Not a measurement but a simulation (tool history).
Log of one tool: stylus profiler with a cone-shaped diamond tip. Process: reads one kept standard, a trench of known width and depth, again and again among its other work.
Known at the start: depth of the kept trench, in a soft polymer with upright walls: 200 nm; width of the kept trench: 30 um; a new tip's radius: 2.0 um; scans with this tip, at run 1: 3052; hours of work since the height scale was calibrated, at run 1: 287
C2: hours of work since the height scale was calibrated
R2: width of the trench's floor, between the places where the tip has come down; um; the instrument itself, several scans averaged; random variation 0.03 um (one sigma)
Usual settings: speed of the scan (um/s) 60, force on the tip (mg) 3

Run 1, hour 0: usual settings; scans with this tip 3052; C2 287. Result: depth of the trench (nm) 202.83, R2 27.77 um.
Run 2, hour 73.7: usual settings; scans with this tip 3562; C2 335. Result: depth of the trench (nm) 202.95, R2 27.72 um.
Run 3, hour 135: usual settings but speed of the scan (um/s) 43; scans with this tip 3987; C2 375. Result: depth of the trench (nm) 203.13, R2 27.74 um.
Run 4, hour 189.2: usual settings but speed of the scan (um/s) 43; scans with this tip 4362; C2 410. Result: depth of the trench (nm) 203.07, R2 27.66 um.
Run 5, hour 261.5: usual settings but speed of the scan (um/s) 43; scans with this tip 4863; C2 457. Result: depth of the trench (nm) 202.98, R2 27.7 um.
Run 6, hour 338: usual settings but speed of the scan (um/s) 43; scans with this tip 5393; C2 507. Result: depth of the trench (nm) 203.03, R2 27.57 um.
Run 7, hour 389.6: usual settings but speed of the scan (um/s) 43; scans with this tip 5750; C2 541. Result: depth of the trench (nm) 203.06, R2 27.57 um.
Run 8, hour 464.8: usual settings but speed of the scan (um/s) 43; scans with this tip 6271; C2 590. Result: depth of the trench (nm) 203.21, R2 27.48 um.
Run 9, hour 523.4: usual settings but speed of the scan (um/s) 43; scans with this tip 6677; C2 628. Result: depth of the trench (nm) 203.17, R2 27.5 um.
Run 10, hour 559: usual settings but speed of the scan (um/s) 43; scans with this tip 6924; C2 651. Result: depth of the trench (nm) 203.23, R2 27.48 um.
Run 11, hour 623.3: usual settings but speed of the scan (um/s) 43; scans with this tip 7369; C2 693. Result: depth of the trench (nm) 203.2, R2 27.46 um.
Run 12, hour 672.8: usual settings but speed of the scan (um/s) 43, force on the tip (mg) 3.99; scans with this tip 7713; C2 725. Result: depth of the trench (nm) 203.82, R2 27.42 um.
Run 13, hour 705.9: usual settings but speed of the scan (um/s) 43, force on the tip (mg) 3.99; scans with this tip 7942; C2 747. Result: depth of the trench (nm) 204.05, R2 27.39 um.
Run 14, hour 773.4: usual settings but speed of the scan (um/s) 43, force on the tip (mg) 3.99; scans with this tip 8409; C2 791. Result: depth of the trench (nm) 203.78, R2 27.37 um.
Run 15, hour 811.5: usual settings but speed of the scan (um/s) 24; scans with this tip 8674; C2 816. Result: depth of the trench (nm) 203.2, R2 27.43 um.
Run 16, hour 850: usual settings but speed of the scan (um/s) 24; scans with this tip 8940; C2 841. Result: depth of the trench (nm) 203.36, R2 27.34 um.
Run 17, hour 919.9: usual settings but speed of the scan (um/s) 24; scans with this tip 9424; C2 886. Result: depth of the trench (nm) 203.19, R2 27.34 um.
Run 18, hour 991.8: usual settings but speed of the scan (um/s) 176; scans with this tip 9922; C2 933. Result: depth of the trench (nm) 203.34, R2 26.97 um.
Run 19, hour 1026.9: usual settings but speed of the scan (um/s) 25; scans with this tip 10165; C2 956. Result: depth of the trench (nm) 203.23, R2 27.3 um.
Run 20, hour 1080.5: usual settings but speed of the scan (um/s) 25; scans with this tip 10537; C2 991. Result: depth of the trench (nm) 203.41, R2 27.22 um.
Run 21, hour 1137.2: usual settings but speed of the scan (um/s) 25; scans with this tip 10929; C2 1028. Result: depth of the trench (nm) 203.29, R2 27.21 um.
Run 22, hour 1171.8: usual settings; scans with this tip 11169; C2 1050. Result: depth of the trench (nm) 203.59, R2 27.13 um.
Run 23, hour 1244.9: usual settings; scans with this tip 11675; C2 1098. Result: depth of the trench (nm) 203.54, R2 27.04 um.
Run 24, hour 1291.8: usual settings; scans with this tip 12001; C2 1129. Result: depth of the trench (nm) 203.29, R2 27.05 um.
Run 25, hour 1347.6: usual settings but force on the tip (mg) 2.66; scans with this tip 12387; C2 1165. Result: depth of the trench (nm) 203.28, R2 27.11 um.
Run 26, hour 1386.6: usual settings but speed of the scan (um/s) 166, force on the tip (mg) 6.25; scans with this tip 12657; C2 1190. Result: depth of the trench (nm) 205.37, R2 26.93 um.
Run 27, hour 1420.5: usual settings but speed of the scan (um/s) 20, force on the tip (mg) 1.18; scans with this tip 12892; C2 1212. Result: depth of the trench (nm) 202.5, R2 27.08 um.
Run 28, hour 1454.7: usual settings but speed of the scan (um/s) 72, force on the tip (mg) 3.27; scans with this tip 13129; C2 1235. Result: depth of the trench (nm) 203.76, R2 26.94 um.
Run 29, hour 1505: usual settings but speed of the scan (um/s) 72, force on the tip (mg) 3.27; scans with this tip 13478; C2 1268. Result: depth of the trench (nm) 203.76, R2 27 um.
Run 30, hour 1540.1: usual settings but speed of the scan (um/s) 54, force on the tip (mg) 3.4; scans with this tip 13720; C2 1290. Result: depth of the trench (nm) 203.68, R2 26.93 um.
At hour 1545.7: height scale calibrated on a step standard.
Run 31, hour 1617.1: usual settings but speed of the scan (um/s) 145, force on the tip (mg) 3.01; scans with this tip 14250; C2 46. Result: depth of the trench (nm) 202.94, R2 26.69 um.
Run 32, hour 1649.6: usual settings but speed of the scan (um/s) 65, force on the tip (mg) 1.13; scans with this tip 14475; C2 68. Result: depth of the trench (nm) 201.54, R2 26.76 um.
Run 33, hour 1683.6: usual settings but speed of the scan (um/s) 45, force on the tip (mg) 1.5; scans with this tip 14711; C2 90. Result: depth of the trench (nm) 201.85, R2 26.86 um.
Run 34, hour 1758.5: usual settings but speed of the scan (um/s) 45, force on the tip (mg) 1.5; scans with this tip 15230; C2 139. Result: depth of the trench (nm) 201.89, R2 26.83 um.
Run 35, hour 1790: usual settings but speed of the scan (um/s) 42; scans with this tip 15448; C2 159. Result: depth of the trench (nm) 202.95, R2 26.85 um.
Run 36, hour 1848.5: usual settings but speed of the scan (um/s) 215, force on the tip (mg) 2.43; scans with this tip 15853; C2 197. Result: depth of the trench (nm) 202.43, R2 26.4 um.
Run 37, hour 1884: usual settings but speed of the scan (um/s) 215, force on the tip (mg) 2.43; scans with this tip 16099; C2 220. Result: depth of the trench (nm) 202.67, R2 26.39 um.
Run 38, hour 1941.5: usual settings but force on the tip (mg) 4.25; scans with this tip 16498; C2 258. Result: depth of the trench (nm) 203.82, R2 26.81 um.
Run 39, hour 1996.3: usual settings but speed of the scan (um/s) 205, force on the tip (mg) 6.06; scans with this tip 16877; C2 294. Result: depth of the trench (nm) 204.53, R2 26.59 um.
At hour 2016: new tip fitted, height scale calibrated.
Run 40, hour 2053.6: usual settings but speed of the scan (um/s) 34, force on the tip (mg) 5.58; scans with this tip 260; C2 24. Result: depth of the trench (nm) 204.43, R2 28.15 um.
Run 41, hour 2100.1: usual settings but speed of the scan (um/s) 16, force on the tip (mg) 2.92; scans with this tip 582; C2 55. Result: depth of the trench (nm) 202.77, R2 28.19 um.
Run 42, hour 2150.1: usual settings but speed of the scan (um/s) 37, force on the tip (mg) 1.82; scans with this tip 929; C2 87. Result: depth of the trench (nm) 201.97, R2 28.08 um.
Run 43, hour 2199.7: usual settings but speed of the scan (um/s) 25, force on the tip (mg) 2.79; scans with this tip 1272; C2 120. Result: depth of the trench (nm) 202.71, R2 28.09 um.
Run 44, hour 2258.1: usual settings but speed of the scan (um/s) 227, force on the tip (mg) 2.44; scans with this tip 1677; C2 158. Result: depth of the trench (nm) 202.88, R2 27.55 um.
Run 45, hour 2302: usual settings but force on the tip (mg) 4.63; scans with this tip 1981; C2 186. Result: depth of the trench (nm) 204.14, R2 27.96 um.
Run 46, hour 2369.8: usual settings but speed of the scan (um/s) 20, force on the tip (mg) 1.53; scans with this tip 2450; C2 230. Result: depth of the trench (nm) 201.93, R2 28.01 um.
Run 47, hour 2402.6: usual settings but speed of the scan (um/s) 166, force on the tip (mg) 6.29; scans with this tip 2678; C2 252. Result: depth of the trench (nm) 204.81, R2 27.78 um.

Measured less the same run without the tool's hidden state. The same run-to-run variation is in both; the gauge's scatter may not be:
The hidden state here: radius of the tip, um; height scale over the true one, %; drift of the gauge itself on depth_nm, %; drift of the gauge itself on floor_um, %.
run  depth of the trench (nm)     R2
  1                     +0.14  -0.36
  2                     +0.17  -0.41
  3                     +0.19  -0.44
  4                     +0.21  -0.48
  5                     +0.23  -0.52
  6                     +0.27  -0.57
  7                     +0.28  -0.59
  8                     +0.31  -0.65
  9                     +0.33  -0.67
 10                     +0.35   -0.7
 11                     +0.37  -0.73
 12                     +0.39  -0.76
 13                      +0.4  -0.77
 14                     +0.43  -0.81
 15                     +0.44  -0.82
 16                     +0.46  -0.85
 17                     +0.49  -0.89
 18                     +0.51  -0.92
 19                     +0.52  -0.94
 20                     +0.54  -0.97
 21                     +0.57  -0.99
 22                     +0.58  -1.01
 23                      +0.6  -1.05
 24                     +0.62  -1.07
 25                     +0.64   -1.1
 26                     +0.66  -1.12
 27                     +0.67  -1.13
 28                     +0.68  -1.15
 29                      +0.7  -1.17
 30                     +0.71  -1.19
 31                        +0  -1.23
 32                     +0.02  -1.24
 33                     +0.03  -1.26
 34                     +0.06   -1.3
 35                     +0.06  -1.31
 36                     +0.09  -1.34
 37                      +0.1  -1.35
 38                     +0.13  -1.38
 39                     +0.14   -1.4
 40                     +0.03     +0
 41                     +0.05  -0.04
 42                     +0.06  -0.07
 43                     +0.08  -0.11
 44                      +0.1  -0.15
 45                     +0.12  -0.19
 46                     +0.14  -0.23
 47                     +0.15  -0.26
